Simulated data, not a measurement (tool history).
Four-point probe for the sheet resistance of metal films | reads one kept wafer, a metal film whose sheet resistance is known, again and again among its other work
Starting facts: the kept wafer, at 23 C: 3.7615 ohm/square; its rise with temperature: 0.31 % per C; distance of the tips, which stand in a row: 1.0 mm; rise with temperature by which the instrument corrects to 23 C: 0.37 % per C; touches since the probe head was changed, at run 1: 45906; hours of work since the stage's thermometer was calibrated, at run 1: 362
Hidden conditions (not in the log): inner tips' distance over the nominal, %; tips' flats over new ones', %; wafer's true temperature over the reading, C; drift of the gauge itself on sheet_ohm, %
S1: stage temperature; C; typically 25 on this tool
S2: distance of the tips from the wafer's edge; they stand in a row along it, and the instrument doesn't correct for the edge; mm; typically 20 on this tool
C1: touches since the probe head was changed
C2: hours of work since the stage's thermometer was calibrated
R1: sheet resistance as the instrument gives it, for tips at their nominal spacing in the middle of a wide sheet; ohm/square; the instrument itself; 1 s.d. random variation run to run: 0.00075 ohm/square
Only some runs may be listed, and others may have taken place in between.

run	day	S1	S2	C1	C2	R1
1	0	25	20	45906	362	3.723227
2	1.142	25	20	46706	374	3.723719
3	2.283	25	20	47509	387	3.722809
4	3.108	25	20	48089	396	3.721437
5	4.454	25	20	49034	411	3.72142
6	6.112	25	20	50196	429	3.719344
7	7.546	25	20	51203	445	3.718802
8	9.317	25	20	52448	465	3.718399
9	10.608	25	20	53354	479	3.717455
10	11.679	27	20	54105	491	3.713972
11	13.2	27	20	55174	508	3.712216
12	14.875	24	4	56349	527	3.833492
13	15.683	20	4	56918	536	3.843387
14	17.388	25	24	58114	555	3.713807
15	18.696	25	15	59031	569	3.71734
16	19.983	25	74	59936	584	3.709093
# day 21.192: new probe head fitted
17	21.504	26	6	220	600	3.79743
18	23.171	33	7	1390	619	3.768692
19	24.875	25	3	2585	638	3.953945
20	26.642	23	24	3825	657	3.75061

Had the tool no unlogged condition, and each run kept its random variation, what would the results have been?
run	R1
1	3.762408
2	3.763424
3	3.763096
4	3.762104
5	3.7627
6	3.761356
7	3.761478
8	3.761892
9	3.761607
10	3.758629
11	3.757596
12	3.881032
13	3.891405
14	3.76113
15	3.765252
16	3.757514
17	3.810165
18	3.782128
19	3.968774
20	3.76562
